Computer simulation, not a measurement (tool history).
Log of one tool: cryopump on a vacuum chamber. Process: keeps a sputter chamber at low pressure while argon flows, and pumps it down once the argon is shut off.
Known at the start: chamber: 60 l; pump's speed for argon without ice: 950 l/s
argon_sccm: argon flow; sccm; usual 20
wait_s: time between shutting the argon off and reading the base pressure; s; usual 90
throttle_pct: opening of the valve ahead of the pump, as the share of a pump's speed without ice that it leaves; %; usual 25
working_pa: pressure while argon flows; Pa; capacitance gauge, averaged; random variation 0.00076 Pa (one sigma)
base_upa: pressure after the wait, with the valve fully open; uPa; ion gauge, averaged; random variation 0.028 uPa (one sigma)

run 1 hour=0.0 | argon_sccm=20 wait_s=90 throttle_pct=25 | working_pa=0.1425 base_upa=4.97
run 2 hour=7.1 | argon_sccm=20 wait_s=90 throttle_pct=25 | working_pa=0.1440 base_upa=4.84
run 3 hour=16.6 | argon_sccm=20 wait_s=90 throttle_pct=25 | working_pa=0.1434 base_upa=4.94
run 4 hour=23.4 | argon_sccm=28 wait_s=90 throttle_pct=25 | working_pa=0.1992 base_upa=4.90
run 5 hour=34.3 | argon_sccm=28 wait_s=90 throttle_pct=25 | working_pa=0.2008 base_upa=4.93
run 6 hour=45.3 | argon_sccm=20 wait_s=90 throttle_pct=25 | working_pa=0.1442 base_upa=4.89
run 7 hour=55.5 | argon_sccm=20 wait_s=90 throttle_pct=25 | working_pa=0.1421 base_upa=4.84
run 8 hour=67.1 | argon_sccm=20 wait_s=90 throttle_pct=25 | working_pa=0.1425 base_upa=5.00
run 9 hour=78.2 | argon_sccm=20 wait_s=111 throttle_pct=25 | working_pa=0.1433 base_upa=4.73
run 10 hour=92.7 | argon_sccm=20 wait_s=71 throttle_pct=25 | working_pa=0.1421 base_upa=5.17
run 11 hour=107.7 | argon_sccm=20 wait_s=71 throttle_pct=28 | working_pa=0.1276 base_upa=5.41
run 12 hour=121.6 | argon_sccm=20 wait_s=71 throttle_pct=28 | working_pa=0.1286 base_upa=5.26
run 13 hour=128.2 | argon_sccm=20 wait_s=71 throttle_pct=28 | working_pa=0.1284 base_upa=5.19
run 14 hour=142.1 | argon_sccm=11 wait_s=71 throttle_pct=28 | working_pa=0.0698 base_upa=5.34
run 15 hour=155.8 | argon_sccm=11 wait_s=71 throttle_pct=28 | working_pa=0.0706 base_upa=5.40
run 16 hour=167.4 | argon_sccm=20 wait_s=90 throttle_pct=26 | working_pa=0.1392 base_upa=5.10
run 17 hour=180.5 | argon_sccm=20 wait_s=90 throttle_pct=26 | working_pa=0.1387 base_upa=5.19
run 18 hour=194.8 | argon_sccm=17 wait_s=42 throttle_pct=46 | working_pa=0.0672 base_upa=6.14
run 19 hour=208.9 | argon_sccm=9 wait_s=36 throttle_pct=29 | working_pa=0.0562 base_upa=6.56
run 20 hour=217.4 | argon_sccm=9 wait_s=36 throttle_pct=29 | working_pa=0.0558 base_upa=6.52
run 21 hour=227.8 | argon_sccm=32 wait_s=41 throttle_pct=39 | working_pa=0.1494 base_upa=6.37
run 22 hour=240.6 | argon_sccm=32 wait_s=41 throttle_pct=39 | working_pa=0.1501 base_upa=6.45
run 23 hour=247.6 | argon_sccm=12 wait_s=64 throttle_pct=57 | working_pa=0.0382 base_upa=5.54
run 24 hour=257.7 | argon_sccm=37 wait_s=37 throttle_pct=48 | working_pa=0.1417 base_upa=6.53
run 25 hour=271.3 | argon_sccm=9 wait_s=22 throttle_pct=25 | working_pa=0.0647 base_upa=8.35
run 26 hour=282.7 | argon_sccm=14 wait_s=28 throttle_pct=18 | working_pa=0.1396 base_upa=7.35
run 27 hour=295.6 | argon_sccm=12 wait_s=94 throttle_pct=18 | working_pa=0.1192 base_upa=5.20
run 28 hour=304.4 | argon_sccm=14 wait_s=24 throttle_pct=58 | working_pa=0.0438 base_upa=8.07
run 29 hour=319.1 | argon_sccm=14 wait_s=24 throttle_pct=58 | working_pa=0.0441 base_upa=8.09
run 30 hour=333.4 | argon_sccm=35 wait_s=28 throttle_pct=58 | working_pa=0.1115 base_upa=7.59
run 31 hour=344.7 | argon_sccm=35 wait_s=28 throttle_pct=58 | working_pa=0.1116 base_upa=7.56
run 32 hour=355.9 | argon_sccm=36 wait_s=90 throttle_pct=26 | working_pa=0.2500 base_upa=5.38
run 33 hour=365.9 | argon_sccm=16 wait_s=90 throttle_pct=52 | working_pa=0.0566 base_upa=5.47
run 34 hour=372.6 | argon_sccm=14 wait_s=32 throttle_pct=23 | working_pa=0.1106 base_upa=7.09

Measured less the same run without the tool's hidden state. The same run-to-run variation is in both; the gauge's scatter may not be:
The hidden state here: pump's speed, % of a pump's without ice; cold plate's temperature, K; leak into the chamber, uPa l/s; drift of the gauge itself on working_pa, %; drift of the gauge itself on base_upa, %.
run=1 working_pa=+0.0006 base_upa=+3.64
run=2 working_pa=+0.0007 base_upa=+3.55
run=3 working_pa=+0.0008 base_upa=+3.62
run=4 working_pa=+0.0011 base_upa=+3.58
run=5 working_pa=+0.0012 base_upa=+3.60
run=6 working_pa=+0.0009 base_upa=+3.61
run=7 working_pa=+0.0009 base_upa=+3.58
run=8 working_pa=+0.0010 base_upa=+3.67
run=9 working_pa=+0.0010 base_upa=+3.63
run=10 working_pa=+0.0011 base_upa=+3.61
run=11 working_pa=+0.0011 base_upa=+3.78
run=12 working_pa=+0.0012 base_upa=+3.69
run=13 working_pa=+0.0013 base_upa=+3.63
run=14 working_pa=+0.0008 base_upa=+3.76
run=15 working_pa=+0.0008 base_upa=+3.81
run=16 working_pa=+0.0015 base_upa=+3.78
run=17 working_pa=+0.0015 base_upa=+3.86
run=18 working_pa=+0.0014 base_upa=+3.75
run=19 working_pa=+0.0008 base_upa=+3.79
run=20 working_pa=+0.0008 base_upa=+3.79
run=21 working_pa=+0.0029 base_upa=+3.89
run=22 working_pa=+0.0029 base_upa=+3.93
run=23 working_pa=+0.0012 base_upa=+3.85
run=24 working_pa=+0.0035 base_upa=+3.86
run=25 working_pa=+0.0009 base_upa=+3.95
run=26 working_pa=+0.0014 base_upa=+3.89
run=27 working_pa=+0.0012 base_upa=+3.94
run=28 working_pa=+0.0015 base_upa=+4.01
run=29 working_pa=+0.0016 base_upa=+4.03
run=30 working_pa=+0.0041 base_upa=+4.06
run=31 working_pa=+0.0042 base_upa=+4.07
run=32 working_pa=+0.0043 base_upa=+4.08
run=33 working_pa=+0.0020 base_upa=+4.15
run=34 working_pa=+0.0018 base_upa=+4.03
